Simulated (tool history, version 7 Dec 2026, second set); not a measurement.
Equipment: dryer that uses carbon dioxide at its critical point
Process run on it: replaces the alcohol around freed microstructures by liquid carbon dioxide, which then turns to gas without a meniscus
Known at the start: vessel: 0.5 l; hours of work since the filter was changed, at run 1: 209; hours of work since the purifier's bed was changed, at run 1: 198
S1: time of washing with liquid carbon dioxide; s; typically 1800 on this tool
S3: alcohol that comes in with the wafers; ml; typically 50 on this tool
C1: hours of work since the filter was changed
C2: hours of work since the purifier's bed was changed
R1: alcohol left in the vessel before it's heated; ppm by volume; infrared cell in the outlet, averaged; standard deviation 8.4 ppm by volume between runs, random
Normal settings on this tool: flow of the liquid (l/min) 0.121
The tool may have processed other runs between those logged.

Run 1, day 0: usual settings; C1 209; C2 198. Result: R1 550 ppm by volume.
Run 2, day 0.404: usual settings; C1 215; C2 203. Result: R1 561 ppm by volume.
Run 3, day 0.758: usual settings; C1 219; C2 207. Result: R1 555 ppm by volume.
Run 4, day 1: usual settings; C1 222; C2 210. Result: R1 575 ppm by volume.
Run 5, day 1.35: usual settings; C1 227; C2 215. Result: R1 552 ppm by volume.
Run 6, day 1.625: usual settings; C1 230; C2 218. Result: R1 577 ppm by volume.
Run 7, day 2.017: usual settings but flow of the liquid (l/min) 0.149; C1 235; C2 223. Result: R1 186 ppm by volume.
Run 8, day 2.354: usual settings but flow of the liquid (l/min) 0.149; C1 240; C2 228. Result: R1 199 ppm by volume.
Run 9, day 2.725: usual settings but flow of the liquid (l/min) 0.149; C1 244; C2 232. Result: R1 201 ppm by volume.
Run 10, day 3.108: usual settings but flow of the liquid (l/min) 0.195; C1 249; C2 237. Result: R1 39 ppm by volume.
Run 11, day 3.621: usual settings but S3 69 ml; C1 256; C2 244. Result: R1 797 ppm by volume.
Run 12, day 4.058: usual settings but S3 69 ml; C1 261; C2 249. Result: R1 807 ppm by volume.
Run 13, day 4.458: usual settings but S1 2700 s; C1 266; C2 255. Result: R1 66 ppm by volume.
Run 14, day 4.858: usual settings but S1 2700 s; C1 272; C2 260. Result: R1 63 ppm by volume.
Run 15, day 5.388: usual settings; C1 278; C2 266. Result: R1 605 ppm by volume.
Run 16, day 5.933: usual settings; C1 285; C2 273. Result: R1 576 ppm by volume.
Run 17, day 6.392: usual settings; C1 291; C2 279. Result: R1 615 ppm by volume.
Run 18, day 6.725: usual settings but S1 2400 s, flow of the liquid (l/min) 0.182, S3 26 ml; C1 295; C2 284. Result: R1 15 ppm by volume.
Run 19, day 7.012: usual settings but S1 1860 s, flow of the liquid (l/min) 0.084; C1 299; C2 287. Result: R1 2313 ppm by volume.
At day 7.288: inlet filter changed.
Run 20, day 7.3: usual settings but S1 1860 s, flow of the liquid (l/min) 0.084; C1 0; C2 290. Result: R1 1964 ppm by volume.
Run 21, day 7.55: usual settings but flow of the liquid (l/min) 0.2, S3 25 ml; C1 3; C2 294. Result: R1 30 ppm by volume.
Run 22, day 8.112: usual settings but S1 1740 s, flow of the liquid (l/min) 0.101; C1 10; C2 301. Result: R1 1261 ppm by volume.
Run 23, day 8.438: usual settings but flow of the liquid (l/min) 0.102, S3 80 ml; C1 15; C2 305. Result: R1 1638 ppm by volume.
Run 24, day 8.708: usual settings but S1 2520 s, flow of the liquid (l/min) 0.074, S3 45 ml; C1 18; C2 308. Result: R1 798 ppm by volume.
Run 25, day 8.979: usual settings but S1 2520 s, flow of the liquid (l/min) 0.074, S3 45 ml; C1 22; C2 312. Result: R1 789 ppm by volume.
Run 26, day 9.462: usual settings but S1 1860 s, flow of the liquid (l/min) 0.178; C1 28; C2 318. Result: R1 55 ppm by volume.
Run 27, day 9.833: usual settings but S1 1860 s, flow of the liquid (l/min) 0.178; C1 33; C2 323. Result: R1 53 ppm by volume.
Run 28, day 10.312: usual settings but S1 2520 s, flow of the liquid (l/min) 0.101, S3 26 ml; C1 39; C2 329. Result: R1 113 ppm by volume.
Run 29, day 10.825: usual settings but S3 27 ml; C1 45; C2 335. Result: R1 277 ppm by volume.

Predict each of these 5 candidate next runs independently; none follows another, all start after run 29:
Run A, day 11.362: usual settings but S1 1320 s, flow of the liquid (l/min) 0.096, S3 69 ml; C1 52; C2 342. Result: R1 ?.
Run B, day 11.362: usual settings but S3 75 ml; C1 52; C2 342. Result: R1 ?.
Run C, day 11.362: usual settings but S1 1620 s, flow of the liquid (l/min) 0.114, S3 27 ml; C1 52; C2 342. Result: R1 ?.
Run D, day 11.362: usual settings but S1 2400 s, flow of the liquid (l/min) 0.093, S3 27 ml; C1 52; C2 342. Result: R1 ?.
Run E, day 11.362: usual settings but S1 2880 s, S3 53 ml; C1 52; C2 342. Result: R1 ?.

run    R1
  A  5719
  B   726
  C   587
  D   242
  E    48
With the hidden condition removed and each run's random variation left untouched, the same runs would have given:
run    R1
  A  5497
  B   665
  C   540
  D   209
  E    28
